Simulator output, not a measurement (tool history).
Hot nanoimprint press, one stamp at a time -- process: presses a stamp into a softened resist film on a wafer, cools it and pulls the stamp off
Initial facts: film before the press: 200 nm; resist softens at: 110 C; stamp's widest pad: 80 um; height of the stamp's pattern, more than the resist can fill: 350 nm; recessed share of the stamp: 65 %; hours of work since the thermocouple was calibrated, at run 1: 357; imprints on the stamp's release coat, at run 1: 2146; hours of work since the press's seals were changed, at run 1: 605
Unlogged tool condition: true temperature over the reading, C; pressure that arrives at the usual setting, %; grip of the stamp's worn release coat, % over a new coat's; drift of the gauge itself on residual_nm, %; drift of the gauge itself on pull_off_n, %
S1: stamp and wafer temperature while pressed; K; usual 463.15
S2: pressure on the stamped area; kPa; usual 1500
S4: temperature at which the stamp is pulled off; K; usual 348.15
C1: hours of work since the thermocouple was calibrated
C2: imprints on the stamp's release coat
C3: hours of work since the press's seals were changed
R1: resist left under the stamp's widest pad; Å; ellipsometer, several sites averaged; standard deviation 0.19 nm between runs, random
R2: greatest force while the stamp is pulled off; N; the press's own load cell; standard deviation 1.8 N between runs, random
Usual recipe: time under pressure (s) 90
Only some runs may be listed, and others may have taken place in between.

{"run": 1, "hour": 0.0, "S1": 463.15, "S2": 1500, "time under pressure (s)": 90, "S4": 348.15, "C1": 357, "C2": 2146, "C3": 605, "R1": 1121, "R2": 169}
{"run": 2, "hour": 71.6, "S1": 463.15, "S2": 1500, "time under pressure (s)": 90, "S4": 348.15, "C1": 389, "C2": 2390, "C3": 637, "R1": 1116, "R2": 169}
{"hour": 82.6, "done": "stamp cleaned and given a new release coat"}
{"run": 3, "hour": 125.8, "S1": 463.15, "S2": 1500, "time under pressure (s)": 90, "S4": 348.15, "C1": 411, "C2": 147, "C3": 659, "R1": 1120, "R2": 171}
{"hour": 135.8, "done": "plate thermocouple calibrated"}
{"run": 4, "hour": 198.4, "S1": 463.15, "S2": 1500, "time under pressure (s)": 90, "S4": 348.15, "C1": 28, "C2": 384, "C3": 691, "R1": 1120, "R2": 172}
{"run": 5, "hour": 247.2, "S1": 463.15, "S2": 1500, "time under pressure (s)": 90, "S4": 348.15, "C1": 51, "C2": 550, "C3": 713, "R1": 1117, "R2": 168}
{"run": 6, "hour": 296.0, "S1": 463.15, "S2": 1500, "time under pressure (s)": 90, "S4": 348.15, "C1": 73, "C2": 717, "C3": 735, "R1": 1117, "R2": 169}
{"run": 7, "hour": 348.2, "S1": 463.15, "S2": 1500, "time under pressure (s)": 90, "S4": 348.15, "C1": 96, "C2": 894, "C3": 759, "R1": 1119, "R2": 170}
{"run": 8, "hour": 404.7, "S1": 463.15, "S2": 1500, "time under pressure (s)": 90, "S4": 348.15, "C1": 122, "C2": 1087, "C3": 784, "R1": 1119, "R2": 170}
{"run": 9, "hour": 449.3, "S1": 463.15, "S2": 1500, "time under pressure (s)": 71, "S4": 348.15, "C1": 142, "C2": 1239, "C3": 805, "R1": 1195, "R2": 169}
{"run": 10, "hour": 524.6, "S1": 463.15, "S2": 1500, "time under pressure (s)": 71, "S4": 348.15, "C1": 176, "C2": 1495, "C3": 839, "R1": 1196, "R2": 168}
{"run": 11, "hour": 599.0, "S1": 471.15, "S2": 1500, "time under pressure (s)": 90, "S4": 348.15, "C1": 210, "C2": 1749, "C3": 873, "R1": 872, "R2": 171}
{"run": 12, "hour": 633.0, "S1": 471.15, "S2": 1500, "time under pressure (s)": 90, "S4": 348.15, "C1": 226, "C2": 1865, "C3": 888, "R1": 871, "R2": 171}
{"run": 13, "hour": 691.9, "S1": 463.15, "S2": 1500, "time under pressure (s)": 90, "S4": 348.15, "C1": 252, "C2": 2065, "C3": 915, "R1": 1112, "R2": 171}
{"run": 14, "hour": 741.9, "S1": 463.15, "S2": 1500, "time under pressure (s)": 90, "S4": 348.15, "C1": 275, "C2": 2236, "C3": 937, "R1": 1109, "R2": 170}
{"hour": 797.3, "done": "stamp cleaned and given a new release coat"}
{"run": 15, "hour": 806.7, "S1": 463.15, "S2": 1500, "time under pressure (s)": 90, "S4": 348.15, "C1": 302, "C2": 32, "C3": 964, "R1": 1111, "R2": 167}
{"run": 16, "hour": 881.8, "S1": 463.15, "S2": 1500, "time under pressure (s)": 56, "S4": 348.15, "C1": 336, "C2": 288, "C3": 998, "R1": 1268, "R2": 171}
{"run": 17, "hour": 957.2, "S1": 463.15, "S2": 1500, "time under pressure (s)": 56, "S4": 348.15, "C1": 370, "C2": 545, "C3": 1032, "R1": 1271, "R2": 170}
{"hour": 978.9, "done": "press's hydraulic seals changed and the load cell set to zero"}
{"run": 18, "hour": 1041.1, "S1": 473.15, "S2": 2300, "time under pressure (s)": 49, "S4": 344.15, "C1": 404, "C2": 803, "C3": 28, "R1": 791, "R2": 185}
{"hour": 1059.9, "done": "plate thermocouple calibrated"}
{"run": 19, "hour": 1084.7, "S1": 473.15, "S2": 1060, "time under pressure (s)": 46, "S4": 337.15, "C1": 11, "C2": 942, "C3": 47, "R1": 1197, "R2": 211}
{"run": 20, "hour": 1156.3, "S1": 470.15, "S2": 1960, "time under pressure (s)": 148, "S4": 354.15, "C1": 44, "C2": 1185, "C3": 79, "R1": 644, "R2": 148}
{"run": 21, "hour": 1230.4, "S1": 470.15, "S2": 1960, "time under pressure (s)": 148, "S4": 354.15, "C1": 77, "C2": 1438, "C3": 113, "R1": 639, "R2": 143}
{"run": 22, "hour": 1308.5, "S1": 452.15, "S2": 1500, "time under pressure (s)": 90, "S4": 348.15, "C1": 113, "C2": 1704, "C3": 148, "R1": 1498, "R2": 172}
{"hour": 1353.8, "done": "gauge calibrated"}
{"run": 23, "hour": 1386.3, "S1": 463.15, "S2": 1500, "time under pressure (s)": 90, "S4": 355.15, "C1": 148, "C2": 1969, "C3": 183, "R1": 1117, "R2": 140}
{"run": 24, "hour": 1463.4, "S1": 463.15, "S2": 1500, "time under pressure (s)": 90, "S4": 337.15, "C1": 183, "C2": 2232, "C3": 218, "R1": 1116, "R2": 211}
{"hour": 1522.8, "done": "stamp cleaned and given a new release coat"}
{"run": 25, "hour": 1542.6, "S1": 463.15, "S2": 1500, "time under pressure (s)": 90, "S4": 337.15, "C1": 216, "C2": 67, "C3": 252, "R1": 1121, "R2": 214}
{"run": 26, "hour": 1587.7, "S1": 463.15, "S2": 1500, "time under pressure (s)": 125, "S4": 336.15, "C1": 237, "C2": 221, "C3": 272, "R1": 1012, "R2": 218}
{"run": 27, "hour": 1649.3, "S1": 463.15, "S2": 1500, "time under pressure (s)": 125, "S4": 336.15, "C1": 265, "C2": 431, "C3": 300, "R1": 1010, "R2": 217}
{"run": 28, "hour": 1719.8, "S1": 463.15, "S2": 2080, "time under pressure (s)": 90, "S4": 351.15, "C1": 297, "C2": 671, "C3": 332, "R1": 948, "R2": 157}
{"run": 29, "hour": 1779.8, "S1": 467.15, "S2": 1500, "time under pressure (s)": 45, "S4": 346.15, "C1": 324, "C2": 875, "C3": 359, "R1": 1213, "R2": 179}
{"run": 30, "hour": 1826.3, "S1": 467.15, "S2": 1500, "time under pressure (s)": 45, "S4": 346.15, "C1": 345, "C2": 1034, "C3": 380, "R1": 1218, "R2": 178}
{"run": 31, "hour": 1893.1, "S1": 453.15, "S2": 1500, "time under pressure (s)": 113, "S4": 348.15, "C1": 375, "C2": 1261, "C3": 411, "R1": 1409, "R2": 170}

Branching from run 31: 3 alternative next runs. What would each branch give?
{"run": "A", "hour": 1946.6, "S1": 451.15, "S2": 1500, "time under pressure (s)": 113, "S4": 348.15, "C1": 400, "C2": 1443, "C3": 435, "R1": "?", "R2": "?"}
{"run": "B", "hour": 1946.6, "S1": 463.15, "S2": 1390, "time under pressure (s)": 51, "S4": 348.15, "C1": 400, "C2": 1443, "C3": 435, "R1": "?", "R2": "?"}
{"run": "C", "hour": 1946.6, "S1": 453.15, "S2": 1500, "time under pressure (s)": 174, "S4": 348.15, "C1": 400, "C2": 1443, "C3": 435, "R1": "?", "R2": "?"}

run=A R1=1486 R2=167
run=B R1=1344 R2=170
run=C R1=1267 R2=168
Stripped of hidden state, with their random variation kept, the same runs would have yielded:
run=A R1=1497 R2=166
run=B R1=1354 R2=170
run=C R1=1277 R2=168
